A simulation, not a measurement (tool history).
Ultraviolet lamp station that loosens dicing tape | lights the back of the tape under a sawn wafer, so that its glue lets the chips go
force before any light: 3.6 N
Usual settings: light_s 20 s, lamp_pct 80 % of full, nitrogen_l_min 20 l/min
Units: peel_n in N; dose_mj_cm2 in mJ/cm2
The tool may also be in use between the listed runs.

run 1 hour=0 | light_s=20 lamp_pct=80 nitrogen_l_min=20 | peel_n=0.667 dose_mj_cm2=315
run 2 hour=22.5 | light_s=20 lamp_pct=80 nitrogen_l_min=20 | peel_n=0.68 dose_mj_cm2=307
run 3 hour=37.3 | light_s=20 lamp_pct=80 nitrogen_l_min=20 | peel_n=0.625 dose_mj_cm2=326
run 4 hour=52.4 | light_s=20 lamp_pct=66 nitrogen_l_min=20 | peel_n=0.819 dose_mj_cm2=266
run 5 hour=73 | light_s=20 lamp_pct=80 nitrogen_l_min=20 | peel_n=0.611 dose_mj_cm2=322
run 6 hour=93.5 | light_s=20 lamp_pct=81 nitrogen_l_min=20 | peel_n=0.611 dose_mj_cm2=327
run 7 hour=113.3 | light_s=20 lamp_pct=80 nitrogen_l_min=20 | peel_n=0.635 dose_mj_cm2=318
run 8 hour=135 | light_s=20 lamp_pct=94 nitrogen_l_min=20 | peel_n=0.513 dose_mj_cm2=373
run 9 hour=158.9 | light_s=20 lamp_pct=94 nitrogen_l_min=20 | peel_n=0.525 dose_mj_cm2=369
run 10 hour=179.2 | light_s=20 lamp_pct=94 nitrogen_l_min=20 | peel_n=0.522 dose_mj_cm2=372
run 11 hour=197.4 | light_s=12 lamp_pct=80 nitrogen_l_min=20 | peel_n=1.263 dose_mj_cm2=188
run 12 hour=210.7 | light_s=12 lamp_pct=80 nitrogen_l_min=20 | peel_n=1.234 dose_mj_cm2=184
run 13 hour=227.1 | light_s=12 lamp_pct=80 nitrogen_l_min=20 | peel_n=1.261 dose_mj_cm2=188
run 14 hour=244.4 | light_s=12 lamp_pct=80 nitrogen_l_min=20 | peel_n=1.223 dose_mj_cm2=178
run 15 hour=268.6 | light_s=12 lamp_pct=80 nitrogen_l_min=20 | peel_n=1.247 dose_mj_cm2=182
run 16 hour=288.8 | light_s=37 lamp_pct=80 nitrogen_l_min=20 | peel_n=0.268 dose_mj_cm2=566
run 17 hour=300.7 | light_s=16 lamp_pct=69 nitrogen_l_min=20 | peel_n=1.094 dose_mj_cm2=209
run 18 hour=311.3 | light_s=16 lamp_pct=69 nitrogen_l_min=20 | peel_n=1.109 dose_mj_cm2=202
run 19 hour=329.3 | light_s=12 lamp_pct=69 nitrogen_l_min=8 | peel_n=1.707 dose_mj_cm2=155
run 20 hour=344.4 | light_s=12 lamp_pct=69 nitrogen_l_min=8 | peel_n=1.701 dose_mj_cm2=155
run 21 hour=360.7 | light_s=19 lamp_pct=82 nitrogen_l_min=40 | peel_n=0.634 dose_mj_cm2=290
run 22 hour=381.8 | light_s=19 lamp_pct=82 nitrogen_l_min=40 | peel_n=0.677 dose_mj_cm2=288
run 23 hour=396.5 | light_s=19 lamp_pct=82 nitrogen_l_min=40 | peel_n=0.64 dose_mj_cm2=292
run 24 hour=416.6 | light_s=23 lamp_pct=79 nitrogen_l_min=18 | peel_n=0.614 dose_mj_cm2=333
run 25 hour=429.5 | light_s=20 lamp_pct=80 nitrogen_l_min=21 | peel_n=0.688 dose_mj_cm2=294
run 26 hour=451.3 | light_s=31 lamp_pct=61 nitrogen_l_min=13 | peel_n=0.651 dose_mj_cm2=341
run 27 hour=475.3 | light_s=31 lamp_pct=61 nitrogen_l_min=13 | peel_n=0.651 dose_mj_cm2=338
run 28 hour=487.3 | light_s=31 lamp_pct=86 nitrogen_l_min=15 | peel_n=0.393 dose_mj_cm2=480
run 29 hour=502.4 | light_s=20 lamp_pct=80 nitrogen_l_min=33 | peel_n=0.675 dose_mj_cm2=289
run 30 hour=515.1 | light_s=20 lamp_pct=80 nitrogen_l_min=33 | peel_n=0.676 dose_mj_cm2=282
run 31 hour=534.2 | light_s=18 lamp_pct=80 nitrogen_l_min=19 | peel_n=0.874 dose_mj_cm2=251
run 32 hour=546.2 | light_s=20 lamp_pct=97 nitrogen_l_min=20 | peel_n=0.584 dose_mj_cm2=345

Not shown: 1 entry that the log had between the listed runs. Between which runs, and how does the tool's hidden state differ before and after?
Between runs 2 and 3: window cleaned of glue's vapour (hour 37.3)
  lamp's light, % of a new lamp's: 88.4 -> 88.2; light that the window lets through, % of a clean one's: 94.2 -> 99.4
  measured less the result without the state, peel_n: +0.162 -> +0.113 N; dose_mj_cm2: -62 -> -46 mJ/cm2

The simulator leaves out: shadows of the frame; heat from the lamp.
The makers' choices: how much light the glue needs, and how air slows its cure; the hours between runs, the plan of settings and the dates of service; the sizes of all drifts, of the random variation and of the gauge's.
